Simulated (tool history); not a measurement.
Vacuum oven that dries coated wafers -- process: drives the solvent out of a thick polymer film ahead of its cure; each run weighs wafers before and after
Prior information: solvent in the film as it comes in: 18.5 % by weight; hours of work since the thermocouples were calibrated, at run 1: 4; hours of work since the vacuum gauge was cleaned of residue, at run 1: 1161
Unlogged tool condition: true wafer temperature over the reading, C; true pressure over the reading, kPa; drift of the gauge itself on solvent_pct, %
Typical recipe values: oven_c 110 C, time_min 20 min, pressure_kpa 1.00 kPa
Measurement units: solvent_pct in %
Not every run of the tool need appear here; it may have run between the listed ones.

| run | day | oven_c | time_min | pressure_kpa | hours of work since the thermocouples were calibrated | hours of work since the vacuum gauge was cleaned of residue | solvent_pct |
|---|---|---|---|---|---|---|---|
| 1 | 0.000 | 110 | 20 | 1.00 | 4 | 1161 | 2.94 |
| 2 | 1.529 | 104 | 20 | 1.00 | 24 | 1180 | 4.49 |
| 3 | 3.046 | 101 | 20 | 1.00 | 43 | 1199 | 5.47 |
| 4 | 4.650 | 101 | 20 | 1.00 | 63 | 1219 | 5.47 |
| 5 | 6.608 | 110 | 31 | 1.00 | 87 | 1243 | 1.55 |
| 6 | 8.833 | 110 | 31 | 1.00 | 115 | 1271 | 1.52 |
| 7 | 10.025 | 110 | 20 | 1.00 | 130 | 1286 | 3.04 |
| 8 | 12.079 | 110 | 20 | 1.00 | 156 | 1312 | 3.00 |
| 9 | 14.533 | 113 | 20 | 1.00 | 187 | 1343 | 2.37 |
| 10 | 16.433 | 110 | 20 | 1.00 | 210 | 1367 | 3.14 |
| 11 | 17.904 | 110 | 20 | 1.00 | 229 | 1385 | 3.14 |
| 12 | 19.308 | 110 | 20 | 1.00 | 247 | 1403 | 3.05 |
| 13 | 20.512 | 110 | 20 | 1.33 | 262 | 1418 | 3.23 |
| 14 | 21.704 | 110 | 20 | 1.33 | 277 | 1433 | 3.22 |
| 15 | 23.704 | 110 | 17 | 1.00 | 302 | 1458 | 3.83 |
| 16 | 25.683 | 110 | 20 | 1.00 | 326 | 1483 | 3.11 |
| 17 | 26.908 | 110 | 20 | 1.00 | 342 | 1498 | 3.10 |
| 18 | 29.038 | 110 | 20 | 3.97 | 368 | 1525 | 4.31 |
| 19 | 30.158 | 103 | 17 | 1.06 | 383 | 1539 | 5.97 |
| 20 | 32.588 | 103 | 17 | 1.06 | 413 | 1569 | 6.04 |
| 21 | 33.850 | 123 | 20 | 1.06 | 429 | 1585 | 1.00 |
| 22 | 36.238 | 108 | 24 | 3.17 | 459 | 1615 | 3.84 |
| 23 | 38.446 | 97 | 28 | 0.85 | 486 | 1643 | 5.14 |
|  | 39.317 | vacuum gauge cleaned of residue and calibrated |
| 24 | 39.692 | 97 | 28 | 0.85 | 501 | 5 | 4.95 |
| 25 | 41.004 | 97 | 20 | 2.36 | 518 | 21 | 7.43 |
| 26 | 42.792 | 97 | 35 | 3.86 | 540 | 44 | 5.62 |
| 27 | 45.029 | 118 | 32 | 0.87 | 568 | 72 | 0.54 |
| 28 | 47.300 | 118 | 32 | 0.87 | 597 | 100 | 0.61 |
| 29 | 49.246 | 118 | 32 | 0.87 | 621 | 124 | 0.52 |
| 30 | 51.392 | 118 | 32 | 0.87 | 648 | 151 | 0.51 |
| 31 | 52.871 | 118 | 32 | 0.87 | 667 | 170 | 0.54 |

Alternative continuations, all from the tool just after run 31; predict every row:
| A | 54.425 | 114 | 15 | 0.58 | 686 | 189 | ? |
| B | 54.425 | 99 | 14 | 1.84 | 686 | 189 | ? |
| C | 54.425 | 110 | 20 | 3.17 | 686 | 189 | ? |
| D | 54.425 | 111 | 19 | 0.89 | 686 | 189 | ? |

| run | solvent_pct |
|---|---|
| A | 3.39 |
| B | 8.51 |
| C | 4.07 |
| D | 3.09 |
Had the tool no hidden state, the same runs would have come out as:
| run | solvent_pct |
|---|---|
| A | 2.93 |
| B | 7.96 |
| C | 3.59 |
| D | 2.65 |
